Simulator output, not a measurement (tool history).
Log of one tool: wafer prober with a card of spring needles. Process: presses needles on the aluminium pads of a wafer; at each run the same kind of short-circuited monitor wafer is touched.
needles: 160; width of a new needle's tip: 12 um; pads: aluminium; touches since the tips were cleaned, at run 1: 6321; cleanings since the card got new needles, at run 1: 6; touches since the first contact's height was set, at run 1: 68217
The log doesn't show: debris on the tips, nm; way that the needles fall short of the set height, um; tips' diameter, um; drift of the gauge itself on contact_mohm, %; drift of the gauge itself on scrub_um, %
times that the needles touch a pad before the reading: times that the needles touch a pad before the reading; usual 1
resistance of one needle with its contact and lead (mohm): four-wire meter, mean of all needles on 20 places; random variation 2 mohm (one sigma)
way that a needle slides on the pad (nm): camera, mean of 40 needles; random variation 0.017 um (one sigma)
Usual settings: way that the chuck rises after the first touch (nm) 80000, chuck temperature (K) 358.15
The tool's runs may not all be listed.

| run | hour | way that the chuck rises after the first touch (nm) | chuck temperature (K) | times that the needles touch a pad before the reading | touches since the tips were cleaned | cleanings since the card got new needles | touches since the first contact's height was set | resistance of one needle with its contact and lead (mohm) | way that a needle slides on the pad (nm) |
|---|---|---|---|---|---|---|---|---|---|
| 1 | 0.0 | 80000 | 358.15 | 1 | 6321 | 6 | 68217 | 241 | 19480 |
| 2 | 6.4 | 80000 | 358.15 | 1 | 7997 | 6 | 69893 | 243 | 19480 |
|  | 8.5 | tips cleaned on abrasive film |
| 3 | 12.4 | 80000 | 358.15 | 1 | 1016 | 7 | 71431 | 263 | 19410 |
| 4 | 20.4 | 80000 | 358.15 | 1 | 3109 | 7 | 73524 | 255 | 19400 |
| 5 | 24.6 | 80000 | 358.15 | 1 | 4214 | 7 | 74629 | 255 | 19370 |
| 6 | 29.7 | 80000 | 358.15 | 1 | 5568 | 7 | 75983 | 258 | 19380 |
| 7 | 38.2 | 80000 | 358.15 | 1 | 7794 | 7 | 78209 | 254 | 19380 |
|  | 40.7 | tips cleaned on abrasive film |
| 8 | 47.8 | 80000 | 358.15 | 2 | 1857 | 8 | 80678 | 215 | 19360 |
| 9 | 52.2 | 80000 | 358.15 | 1 | 3029 | 8 | 81850 | 228 | 19400 |
| 10 | 56.5 | 80000 | 358.15 | 1 | 4146 | 8 | 82967 | 235 | 19380 |
|  | 62.5 | tips cleaned on abrasive film, once more |
| 11 | 63.8 | 80000 | 358.15 | 1 | 356 | 9 | 84863 | 215 | 19360 |
| 12 | 72.1 | 80000 | 358.15 | 2 | 2520 | 9 | 87027 | 217 | 19330 |
| 13 | 78.2 | 80000 | 358.15 | 2 | 4126 | 9 | 88633 | 222 | 19320 |
| 14 | 85.8 | 80000 | 358.15 | 2 | 6126 | 9 | 90633 | 230 | 19350 |
| 15 | 93.4 | 80000 | 396.15 | 1 | 8116 | 9 | 92623 | 251 | 19350 |
|  | 94.7 | tips cleaned on abrasive film |
| 16 | 99.4 | 80000 | 396.15 | 1 | 1231 | 10 | 94170 | 231 | 19340 |
| 17 | 104.3 | 80000 | 358.15 | 1 | 2514 | 10 | 95453 | 228 | 19330 |
| 18 | 108.7 | 89000 | 300.15 | 1 | 3662 | 10 | 96601 | 221 | 21560 |
| 19 | 113.4 | 81000 | 303.15 | 1 | 4882 | 10 | 97821 | 221 | 19580 |
| 20 | 122.5 | 70000 | 329.15 | 1 | 7271 | 10 | 100210 | 240 | 16900 |
|  | 126.9 | tips cleaned on abrasive film |
| 21 | 129.3 | 70000 | 329.15 | 1 | 606 | 11 | 101958 | 214 | 16850 |
| 22 | 133.7 | 70000 | 351.15 | 1 | 1775 | 11 | 103127 | 222 | 16850 |
| 23 | 139.2 | 81000 | 298.15 | 1 | 3219 | 11 | 104571 | 216 | 19550 |
| 24 | 144.2 | 92000 | 298.15 | 2 | 4517 | 11 | 105869 | 214 | 22210 |
| 25 | 152.2 | 80000 | 358.15 | 2 | 6615 | 11 | 107967 | 230 | 19290 |
|  | 152.9 | height of the first contact set anew |
| 26 | 158.2 | 80000 | 358.15 | 1 | 8103 | 11 | 1379 | 244 | 19590 |
|  | 159.7 | tips cleaned on abrasive film |
| 27 | 166.3 | 70000 | 305.15 | 2 | 1718 | 12 | 3472 | 208 | 17130 |
| 28 | 172.4 | 70000 | 305.15 | 2 | 3319 | 12 | 5073 | 213 | 17120 |
| 29 | 179.9 | 77000 | 350.15 | 1 | 5298 | 12 | 7052 | 236 | 18830 |
| 30 | 187.3 | 80000 | 337.15 | 2 | 7220 | 12 | 8974 | 220 | 19580 |
|  | 191.8 | tips cleaned on abrasive film |
| 31 | 191.8 | 80000 | 337.15 | 2 | 0 | 13 | 10149 | 206 | 19530 |
| 32 | 197.0 | 88000 | 309.15 | 1 | 1359 | 13 | 11508 | 211 | 21500 |
| 33 | 206.4 | 80000 | 339.15 | 1 | 3805 | 13 | 13954 | 235 | 19550 |

4 ways to go on from here, each from the tool as it stands after run 33. What would each give?
| A | 215.2 | 67000 | 302.15 | 2 | 6130 | 13 | 16279 | ? | ? |
| B | 215.2 | 62000 | 334.15 | 1 | 6130 | 13 | 16279 | ? | ? |
| C | 215.2 | 80000 | 339.15 | 2 | 6130 | 13 | 16279 | ? | ? |
| D | 215.2 | 80000 | 339.15 | 2 | 6130 | 13 | 16279 | ? | ? |

| run | resistance of one needle with its contact and lead (mohm) | way that a needle slides on the pad (nm) |
|---|---|---|
| A | 216 | 16350 |
| B | 244 | 15160 |
| C | 222 | 19540 |
| D | 222 | 19590 |
Without the tool's hidden state the same runs would have given:
| run | resistance of one needle with its contact and lead (mohm) | way that a needle slides on the pad (nm) |
|---|---|---|
| A | 195 | 16400 |
| B | 205 | 15210 |
| C | 204 | 19600 |
| D | 205 | 19640 |

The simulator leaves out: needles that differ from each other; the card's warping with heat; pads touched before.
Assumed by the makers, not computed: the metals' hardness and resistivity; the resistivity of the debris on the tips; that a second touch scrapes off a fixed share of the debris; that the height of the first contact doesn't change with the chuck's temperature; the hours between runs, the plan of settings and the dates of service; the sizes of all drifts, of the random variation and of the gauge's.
